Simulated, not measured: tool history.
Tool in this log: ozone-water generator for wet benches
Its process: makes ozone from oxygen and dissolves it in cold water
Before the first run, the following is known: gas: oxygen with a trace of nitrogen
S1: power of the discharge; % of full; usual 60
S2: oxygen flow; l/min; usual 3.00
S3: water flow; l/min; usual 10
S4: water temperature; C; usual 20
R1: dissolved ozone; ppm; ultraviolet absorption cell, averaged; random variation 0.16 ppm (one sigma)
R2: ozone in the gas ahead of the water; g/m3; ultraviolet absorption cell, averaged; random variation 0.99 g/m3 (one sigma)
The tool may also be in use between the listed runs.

| run | hour | S1 | S2 | S3 | S4 | R1 | R2 |
|---|---|---|---|---|---|---|---|
| 1 | 0.0 | 60 | 3.00 | 10 | 20 | 21.0 | 163.1 |
| 2 | 104.6 | 60 | 3.00 | 10 | 20 | 21.1 | 164.3 |
| 3 | 197.9 | 60 | 3.00 | 10 | 20 | 20.7 | 164.1 |
| 4 | 305.4 | 60 | 3.00 | 10 | 20 | 20.8 | 165.0 |
| 5 | 397.6 | 60 | 3.00 | 10 | 24 | 19.4 | 164.8 |
| 6 | 501.8 | 60 | 3.00 | 10 | 24 | 19.4 | 164.2 |
| 7 | 587.8 | 60 | 3.00 | 10 | 24 | 19.5 | 163.4 |
| 8 | 676.7 | 60 | 3.00 | 10 | 24 | 19.1 | 162.5 |
|  | 721.4 | water thermometer calibrated |
| 9 | 765.7 | 60 | 3.00 | 9 | 24 | 20.9 | 163.5 |
| 10 | 821.1 | 60 | 3.00 | 9 | 24 | 21.1 | 161.4 |
| 11 | 889.7 | 60 | 4.31 | 9 | 24 | 20.3 | 136.8 |
| 12 | 951.0 | 60 | 4.31 | 9 | 24 | 20.3 | 137.1 |
| 13 | 1050.0 | 60 | 4.31 | 9 | 14 | 24.0 | 136.3 |
| 14 | 1139.8 | 60 | 4.31 | 9 | 14 | 24.3 | 135.4 |
| 15 | 1233.8 | 60 | 4.31 | 13 | 14 | 18.9 | 136.2 |
| 16 | 1309.7 | 60 | 4.31 | 10 | 14 | 22.7 | 135.4 |
| 17 | 1421.7 | 47 | 1.68 | 10 | 14 | 18.4 | 188.9 |
| 18 | 1525.7 | 58 | 3.00 | 10 | 20 | 20.2 | 157.4 |
| 19 | 1621.1 | 58 | 2.90 | 7 | 26 | 22.6 | 161.4 |

Expected results for the next run?
| 20 | 1704.4 | 58 | 2.90 | 14 | 26 | ? | ? |

{"run 20": {"R1": 14.2, "R2": 161.0}}
With the hidden condition absent and the run-to-run variation left alone, this run would have shown R1 15.3 ppm, R2 169.7 g/m3.
